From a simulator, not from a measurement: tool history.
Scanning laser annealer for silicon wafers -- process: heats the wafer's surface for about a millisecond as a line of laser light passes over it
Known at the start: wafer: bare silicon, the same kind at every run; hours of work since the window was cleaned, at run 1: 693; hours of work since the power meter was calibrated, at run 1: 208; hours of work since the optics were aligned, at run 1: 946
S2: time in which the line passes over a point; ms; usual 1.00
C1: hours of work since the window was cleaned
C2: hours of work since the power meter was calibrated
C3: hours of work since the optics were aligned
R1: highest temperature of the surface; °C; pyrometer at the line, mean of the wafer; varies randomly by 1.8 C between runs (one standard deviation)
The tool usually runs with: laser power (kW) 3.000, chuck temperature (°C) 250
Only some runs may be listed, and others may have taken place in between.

run 1 hour=0.0 | laser_power_(kW)=3.000 S2=1.00 chuck_temperature_(°C)=250 | C1=693 C2=208 C3=946 | R1=959
-- hour=4.9 window over the wafer cleaned
run 2 hour=10.6 | laser_power_(kW)=3.000 S2=1.00 chuck_temperature_(°C)=250 | C1=5 C2=215 C3=953 | R1=986
run 3 hour=18.9 | laser_power_(kW)=3.000 S2=1.00 chuck_temperature_(°C)=250 | C1=11 C2=222 C3=959 | R1=989
run 4 hour=28.7 | laser_power_(kW)=3.000 S2=1.00 chuck_temperature_(°C)=250 | C1=19 C2=229 C3=967 | R1=980
run 5 hour=37.8 | laser_power_(kW)=2.834 S2=1.00 chuck_temperature_(°C)=250 | C1=26 C2=237 C3=974 | R1=931
run 6 hour=49.3 | laser_power_(kW)=2.834 S2=1.00 chuck_temperature_(°C)=250 | C1=35 C2=246 C3=983 | R1=934
run 7 hour=55.8 | laser_power_(kW)=2.834 S2=1.00 chuck_temperature_(°C)=250 | C1=41 C2=251 C3=989 | R1=933
run 8 hour=65.8 | laser_power_(kW)=3.000 S2=1.00 chuck_temperature_(°C)=250 | C1=49 C2=259 C3=997 | R1=985
run 9 hour=73.1 | laser_power_(kW)=3.000 S2=0.90 chuck_temperature_(°C)=250 | C1=54 C2=265 C3=1002 | R1=951
run 10 hour=82.2 | laser_power_(kW)=3.000 S2=1.00 chuck_temperature_(°C)=250 | C1=62 C2=272 C3=1010 | R1=985
-- hour=86.3 laser's power meter calibrated
run 11 hour=92.5 | laser_power_(kW)=3.000 S2=1.00 chuck_temperature_(°C)=281 | C1=67 C2=5 C3=1016 | R1=1012
run 12 hour=100.2 | laser_power_(kW)=3.000 S2=1.00 chuck_temperature_(°C)=250 | C1=74 C2=11 C3=1022 | R1=981
run 13 hour=111.9 | laser_power_(kW)=3.000 S2=0.97 chuck_temperature_(°C)=250 | C1=83 C2=20 C3=1031 | R1=972
run 14 hour=118.2 | laser_power_(kW)=2.863 S2=1.04 chuck_temperature_(°C)=275 | C1=88 C2=25 C3=1036 | R1=977
run 15 hour=123.5 | laser_power_(kW)=3.035 S2=0.77 chuck_temperature_(°C)=258 | C1=92 C2=30 C3=1040 | R1=922
run 16 hour=133.6 | laser_power_(kW)=2.649 S2=0.74 chuck_temperature_(°C)=273 | C1=100 C2=38 C3=1048 | R1=823
-- hour=139.2 laser's power meter calibrated, once more
run 17 hour=142.2 | laser_power_(kW)=2.649 S2=0.74 chuck_temperature_(°C)=273 | C1=105 C2=2 C3=1053 | R1=826
run 18 hour=148.2 | laser_power_(kW)=2.649 S2=0.74 chuck_temperature_(°C)=273 | C1=109 C2=7 C3=1058 | R1=824
run 19 hour=160.6 | laser_power_(kW)=3.227 S2=0.97 chuck_temperature_(°C)=245 | C1=119 C2=17 C3=1067 | R1=1036
run 20 hour=167.1 | laser_power_(kW)=3.243 S2=0.82 chuck_temperature_(°C)=288 | C1=124 C2=22 C3=1073 | R1=1027
run 21 hour=173.6 | laser_power_(kW)=2.837 S2=0.91 chuck_temperature_(°C)=250 | C1=130 C2=27 C3=1078 | R1=908
run 22 hour=182.3 | laser_power_(kW)=2.837 S2=0.91 chuck_temperature_(°C)=250 | C1=137 C2=34 C3=1085 | R1=903
run 23 hour=190.0 | laser_power_(kW)=2.837 S2=0.91 chuck_temperature_(°C)=250 | C1=143 C2=40 C3=1091 | R1=904
run 24 hour=195.4 | laser_power_(kW)=2.947 S2=1.19 chuck_temperature_(°C)=243 | C1=147 C2=45 C3=1095 | R1=1011
run 25 hour=203.7 | laser_power_(kW)=2.779 S2=1.00 chuck_temperature_(°C)=250 | C1=154 C2=51 C3=1102 | R1=915
run 26 hour=211.1 | laser_power_(kW)=3.259 S2=1.00 chuck_temperature_(°C)=238 | C1=160 C2=57 C3=1108 | R1=1048

4 options for the next run, each taken on its own from the tool as it stands now. Forecast them:
run A hour=221.1 | laser_power_(kW)=2.699 S2=1.00 chuck_temperature_(°C)=238 | C1=168 C2=65 C3=1116 | R1=?
run B hour=221.1 | laser_power_(kW)=3.171 S2=0.85 chuck_temperature_(°C)=276 | C1=168 C2=65 C3=1116 | R1=?
run C hour=221.1 | laser_power_(kW)=3.120 S2=0.70 chuck_temperature_(°C)=238 | C1=168 C2=65 C3=1116 | R1=?
run D hour=221.1 | laser_power_(kW)=3.000 S2=0.70 chuck_temperature_(°C)=250 | C1=168 C2=65 C3=1116 | R1=?

run=A R1=877
run=B R1=1005
run=C R1=900
run=D R1=875
Stripped of hidden state, with their random variation kept, the same runs would have yielded:
run=A R1=890
run=B R1=1021
run=C R1=914
run=D R1=889
